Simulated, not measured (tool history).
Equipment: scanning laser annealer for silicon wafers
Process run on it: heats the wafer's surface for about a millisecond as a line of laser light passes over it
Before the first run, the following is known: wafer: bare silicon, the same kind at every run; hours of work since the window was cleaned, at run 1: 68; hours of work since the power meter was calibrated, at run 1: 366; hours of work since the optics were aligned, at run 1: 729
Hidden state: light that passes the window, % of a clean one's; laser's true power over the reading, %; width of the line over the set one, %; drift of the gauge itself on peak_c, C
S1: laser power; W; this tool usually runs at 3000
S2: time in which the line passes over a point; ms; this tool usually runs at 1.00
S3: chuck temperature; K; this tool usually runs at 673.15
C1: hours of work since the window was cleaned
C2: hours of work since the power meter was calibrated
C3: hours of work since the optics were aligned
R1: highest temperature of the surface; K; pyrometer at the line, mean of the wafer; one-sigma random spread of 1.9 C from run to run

run	hour	S1	S2	S3	C1	C2	C3	R1
1	0.0	3000	1.00	673.15	68	366	729	1466.15
2	8.1	3000	1.00	673.15	73	372	735	1466.15
3	14.4	3000	1.00	673.15	77	376	739	1468.15
4	26.7	3000	1.00	673.15	86	384	747	1468.15
5	37.6	3000	1.00	673.15	93	392	754	1468.15
6	47.8	3000	1.00	673.15	100	398	761	1466.15
7	59.5	2968	1.00	673.15	107	406	769	1454.15
8	69.3	2968	1.00	673.15	114	413	775	1451.15
9	80.4	2968	1.00	673.15	121	420	783	1452.15
10	93.9	3000	1.00	673.15	130	429	792	1461.15
11	104.6	3000	1.00	673.15	138	436	799	1460.15
12	110.7	3000	1.00	673.15	142	441	803	1463.15
13	122.8	3000	1.00	673.15	150	449	811	1460.15
14	136.3	3000	1.00	673.15	159	458	820	1458.15
15	147.0	3000	1.00	673.15	166	465	827	1458.15
16	153.1	3000	1.00	673.15	170	469	831	1454.15
17	161.2	3000	1.00	673.15	175	474	837	1450.15
18	167.6	3280	1.00	673.15	180	479	841	1536.15
# hour 171.6: laser's power meter calibrated
19	182.0	3280	1.00	673.15	187	7	849	1539.15
20	190.6	3280	1.00	673.15	193	13	855	1538.15
21	202.5	3280	1.00	673.15	201	21	862	1538.15
22	214.3	2977	0.72	636.15	209	29	870	1272.15
23	223.3	2977	0.72	636.15	215	35	876	1277.15
24	232.1	2603	0.82	647.15	221	40	882	1237.15
# hour 240.4: laser's power meter calibrated, once more
25	245.8	3001	0.70	647.15	228	4	889	1283.15
26	258.6	3001	1.10	640.15	237	12	898	1464.15
27	266.7	3001	1.10	640.15	242	18	903	1457.15
28	274.1	2960	0.76	640.15	247	22	908	1292.15
29	283.1	2960	0.76	640.15	253	29	914	1293.15
30	291.0	2596	1.00	713.15	258	34	920	1371.15
31	299.2	3011	1.00	673.15	264	39	925	1448.15
32	310.7	3167	0.75	704.15	271	47	933	1404.15
33	319.4	3167	0.75	704.15	277	53	939	1402.15

Here are 4 independent what-if runs from the current tool condition. What would each one return?
A	329.3	2629	1.00	673.15	284	59	945	?
B	329.3	3074	1.14	673.15	284	59	945	?
C	329.3	2819	0.75	689.15	284	59	945	?
D	329.3	2680	0.78	690.15	284	59	945	?

run	R1
A	1336.15
B	1529.15
C	1296.15
D	1280.15
With the hidden condition removed and each run's random variation left untouched, the same runs would have given:
run	R1
A	1368.15
B	1571.15
C	1326.15
D	1308.15

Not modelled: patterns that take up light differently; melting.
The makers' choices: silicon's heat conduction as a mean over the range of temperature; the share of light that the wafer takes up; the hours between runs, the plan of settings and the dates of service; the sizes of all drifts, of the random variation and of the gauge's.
